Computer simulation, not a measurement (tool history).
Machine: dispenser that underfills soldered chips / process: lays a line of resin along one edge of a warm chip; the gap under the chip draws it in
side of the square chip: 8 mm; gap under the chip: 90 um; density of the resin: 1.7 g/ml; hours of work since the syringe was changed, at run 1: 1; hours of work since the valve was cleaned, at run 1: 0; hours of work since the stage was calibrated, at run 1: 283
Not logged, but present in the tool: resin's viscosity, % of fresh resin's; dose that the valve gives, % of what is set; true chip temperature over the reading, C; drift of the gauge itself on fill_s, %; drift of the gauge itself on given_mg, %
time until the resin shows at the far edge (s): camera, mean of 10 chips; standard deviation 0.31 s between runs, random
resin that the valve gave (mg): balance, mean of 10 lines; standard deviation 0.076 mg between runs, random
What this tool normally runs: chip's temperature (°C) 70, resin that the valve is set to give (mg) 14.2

run,hour,chip's temperature (°C),resin that the valve is set to give (mg),hours of work since the syringe was changed,hours of work since the valve was cleaned,hours of work since the stage was calibrated,time until the resin shows at the far edge (s),resin that the valve gave (mg)
1,0.0,70,14.2,1,0,283,8.7,14.22
2,7.4,70,14.2,6,5,287,12.3,14.17
# hour 14.8: new syringe of resin
3,18.0,78,14.2,2,11,294,7.1,14.06
4,25.9,83,14.2,7,17,299,7.8,14.15
# hour 31.1: new syringe of resin
5,36.0,70,17.0,3,23,305,9.5,16.78
6,46.0,70,17.0,10,29,312,15.2,16.73
# hour 47.9: new syringe of resin
7,52.4,70,13.1,3,33,316,9.6,12.90
8,62.3,70,15.4,9,40,322,15.7,14.97
# hour 64.1: new syringe of resin
9,74.0,70,15.4,6,47,330,12.1,14.95
# hour 80.3: new syringe of resin
10,84.1,70,15.4,2,53,336,9.5,14.92
11,90.7,70,15.4,7,58,340,13.4,14.70
# hour 96.4: new syringe of resin
12,103.8,70,15.4,5,66,348,11.6,14.63
13,111.5,74,14.5,10,71,353,13.8,13.88
# hour 113.0: new syringe of resin
# hour 114.9: dispensing valve cleaned and set on the balance
14,122.7,57,13.0,6,5,360,21.5,12.90
# hour 130.7: new syringe of resin
15,132.8,68,12.8,1,11,366,9.2,12.72
16,140.1,68,17.5,6,16,371,13.2,17.18
# hour 147.2: new syringe of resin
17,147.5,70,15.4,0,21,375,7.8,15.06
18,155.6,70,15.4,5,26,381,11.8,15.02
19,161.7,58,14.6,9,30,384,26.2,14.19
# hour 163.4: new syringe of resin
20,170.4,66,12.9,5,35,390,13.1,12.63
# hour 179.7: new syringe of resin
21,181.4,70,13.3,1,42,397,8.8,12.92
22,193.2,83,12.4,9,50,404,8.9,11.99

Expected results for the next run?
# hour 195.9: new syringe of resin
23,201.1,65,15.9,3,55,409,?,?

{"run 23": {"time until the resin shows at the far edge (s)": 12.2, "resin that the valve gave (mg)": 15.0}}
With the hidden condition absent and the run-to-run variation left alone, this run would have shown time until the resin shows at the far edge (s) 10.1, resin that the valve gave (mg) 15.63.

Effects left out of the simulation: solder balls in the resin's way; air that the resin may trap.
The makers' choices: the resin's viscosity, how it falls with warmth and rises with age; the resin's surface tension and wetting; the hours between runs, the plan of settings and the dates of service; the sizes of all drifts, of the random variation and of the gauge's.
